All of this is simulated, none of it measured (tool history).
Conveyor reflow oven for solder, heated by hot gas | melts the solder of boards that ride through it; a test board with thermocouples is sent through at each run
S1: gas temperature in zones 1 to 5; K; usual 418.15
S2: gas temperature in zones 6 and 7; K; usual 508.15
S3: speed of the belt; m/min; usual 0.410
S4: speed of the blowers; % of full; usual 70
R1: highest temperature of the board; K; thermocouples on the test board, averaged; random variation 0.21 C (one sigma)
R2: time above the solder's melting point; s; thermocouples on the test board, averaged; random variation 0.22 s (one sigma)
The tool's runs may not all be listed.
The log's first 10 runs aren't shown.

| run | day | S1 | S2 | S3 | S4 | R1 | R2 |
|---|---|---|---|---|---|---|---|
| 11 | 15.733 | 418.15 | 508.15 | 0.410 | 70 | 494.45 | 86.2 |
| 12 | 17.271 | 418.15 | 508.15 | 0.410 | 70 | 494.05 | 85.4 |
| 13 | 18.696 | 418.15 | 508.15 | 0.410 | 70 | 494.15 | 85.2 |
| 14 | 19.604 | 418.15 | 508.15 | 0.410 | 70 | 493.55 | 85.5 |
|  | 20.742 | belt drive overhauled, speed set with a stopwatch, once more |
| 15 | 21.221 | 418.15 | 520.15 | 0.410 | 70 | 503.45 | 91.7 |
| 16 | 23.154 | 416.15 | 499.15 | 0.485 | 57 | 476.75 | 49.5 |
| 17 | 24.517 | 416.15 | 499.15 | 0.485 | 57 | 476.55 | 48.7 |
| 18 | 25.546 | 412.15 | 499.15 | 0.413 | 84 | 485.45 | 72.1 |
| 19 | 26.921 | 412.15 | 499.15 | 0.413 | 84 | 485.15 | 72.0 |
| 20 | 28.838 | 426.15 | 513.15 | 0.385 | 70 | 499.65 | 99.4 |
| 21 | 30.679 | 426.15 | 513.15 | 0.385 | 66 | 498.55 | 98.5 |
| 22 | 31.725 | 426.15 | 513.15 | 0.385 | 66 | 498.55 | 98.1 |
|  | 33.029 | flux residue cleaned out of gas plates and filters |
| 23 | 33.900 | 426.15 | 513.15 | 0.385 | 66 | 501.55 | 100.9 |
| 24 | 35.558 | 418.15 | 508.15 | 0.383 | 56 | 493.85 | 90.0 |
| 25 | 36.992 | 418.15 | 502.15 | 0.383 | 55 | 488.55 | 84.9 |
| 26 | 37.904 | 418.15 | 502.15 | 0.383 | 55 | 488.05 | 84.6 |
| 27 | 38.792 | 418.15 | 502.15 | 0.383 | 55 | 487.85 | 84.2 |
| 28 | 40.246 | 412.15 | 508.15 | 0.337 | 88 | 500.35 | 107.8 |
| 29 | 41.950 | 418.15 | 497.15 | 0.410 | 62 | 483.15 | 73.0 |
| 30 | 43.983 | 418.15 | 497.15 | 0.410 | 62 | 482.65 | 72.0 |

Forecast each of these 3 alternatives for the next run:
| A | 44.921 | 407.15 | 503.15 | 0.410 | 70 | ? | ? |
| B | 44.921 | 404.15 | 523.15 | 0.410 | 70 | ? | ? |
| C | 44.921 | 418.15 | 497.15 | 0.410 | 52 | ? | ? |

| run | R1 | R2 |
|---|---|---|
| A | 487.55 | 72.6 |
| B | 504.25 | 86.6 |
| C | 480.65 | 68.2 |
Without the tool's hidden state the same runs would have given:
| run | R1 | R2 |
|---|---|---|
| A | 489.65 | 74.9 |
| B | 506.65 | 87.7 |
| C | 482.35 | 70.6 |

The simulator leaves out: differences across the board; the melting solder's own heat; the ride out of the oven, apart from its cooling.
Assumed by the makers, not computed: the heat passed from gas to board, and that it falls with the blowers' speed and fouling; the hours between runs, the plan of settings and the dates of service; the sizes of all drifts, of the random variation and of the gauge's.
